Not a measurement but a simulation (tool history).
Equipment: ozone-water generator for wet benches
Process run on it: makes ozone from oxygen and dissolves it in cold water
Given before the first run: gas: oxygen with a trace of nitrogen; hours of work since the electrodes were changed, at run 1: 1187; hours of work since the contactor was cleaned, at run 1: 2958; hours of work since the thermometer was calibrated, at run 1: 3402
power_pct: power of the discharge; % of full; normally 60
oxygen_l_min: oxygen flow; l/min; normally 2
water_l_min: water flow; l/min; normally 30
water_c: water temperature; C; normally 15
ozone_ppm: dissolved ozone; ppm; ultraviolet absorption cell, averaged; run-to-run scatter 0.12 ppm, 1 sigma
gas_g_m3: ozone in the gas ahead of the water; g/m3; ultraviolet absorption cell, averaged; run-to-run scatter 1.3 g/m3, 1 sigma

run    hour  power_pct  oxygen_l_min  water_l_min  water_c  hours of work since the electrodes were changed  hours of work since the contactor was cleaned  hours of work since the thermometer was calibrated  ozone_ppm  gas_g_m3
  1       0         60             2           30       15                                             1187                                           2958                                                3402       10.7     233.2
  2    63.7         60             2           30       15                                             1241                                           3012                                                3456       10.6     232.1
  3   108.1         60             2           30       15                                             1278                                           3049                                                3494       10.5     230.9
  4   155.6         60             2           30       16                                             1319                                           3090                                                3534       10.7       232
  5   204.7         60             2           30       16                                             1360                                           3131                                                3576       10.6     229.2
  6   253.8         60             2           30       19                                             1402                                           3173                                                3618       10.7     230.5
  7   298.9         60             2           30       15                                             1440                                           3211                                                3656       10.7     230.3
  8   358.5         60             2           30       15                                             1491                                           3262                                                3706       10.7     229.2
      378.7  -- water thermometer calibrated
  9   423.8         60             2           30       15                                             1546                                           3317                                                  38       10.7     228.6
 10   487.6         60             2           30       15                                             1600                                           3371                                                  92       10.6     232.8
 11   533.7         60             2           30       15                                             1639                                           3410                                                 132       10.8     228.2
 12   569.1         60          1.54           30       15                                             1669                                           3440                                                 162        9.5     249.8
 13   599.4         60          2.93           30       15                                             1695                                           3466                                                 187       12.5     193.9
 14   643.2         51             2           29        8                                             1732                                           3503                                                 224        9.9       199
 15   700.8         51             2           29        8                                             1781                                           3552                                                 273       10.1     198.8
 16   750.9         63          2.28           29        8                                             1823                                           3594                                                 316       12.9     223.4
 17   788.5         60             2           34       14                                             1855                                           3626                                                 348        9.1     226.2
 18   850.8         60             2           34       14                                             1908                                           3679                                                 400        9.4     225.1
 19   878.6         85          1.23           25       20                                             1931                                           3703                                                 424       13.3     359.4
 20   913.9         85          1.23           25       20                                             1961                                           3733                                                 454       13.2       355
      941.7  -- gauge calibrated
 21   976.9         60          1.18           43       15                                             2015                                           3786                                                 507        5.3     284.7
 22  1029.2         60          1.18           43       15                                             2059                                           3830                                                 552        5.4     282.8
 23  1080.7         60             2           30       11                                             2103                                           3874                                                 596         11     230.6

What if the next run were any one of these 4? Each begins from the tool's condition after run 23:
  A  1134         43             2           30       11                                             2148                                           3919                                                 641          ?         ?
  B  1134         60          1.68           44       15                                             2148                                           3919                                                 641          ?         ?
  C  1134         60          1.71           30       21                                             2148                                           3919                                                 641          ?         ?
  D  1134         60             2           33       21                                             2148                                           3919                                                 641          ?         ?

run  ozone_ppm  gas_g_m3
  A        8.5     176.9
  B        6.2     247.7
  C        9.6     246.2
  D        9.3     230.7
With the hidden condition removed and each run's random variation left untouched, the same runs would have given:
run  ozone_ppm  gas_g_m3
  A        8.5     178.1
  B        6.2     249.4
  C        9.6     247.9
  D        9.4     232.3
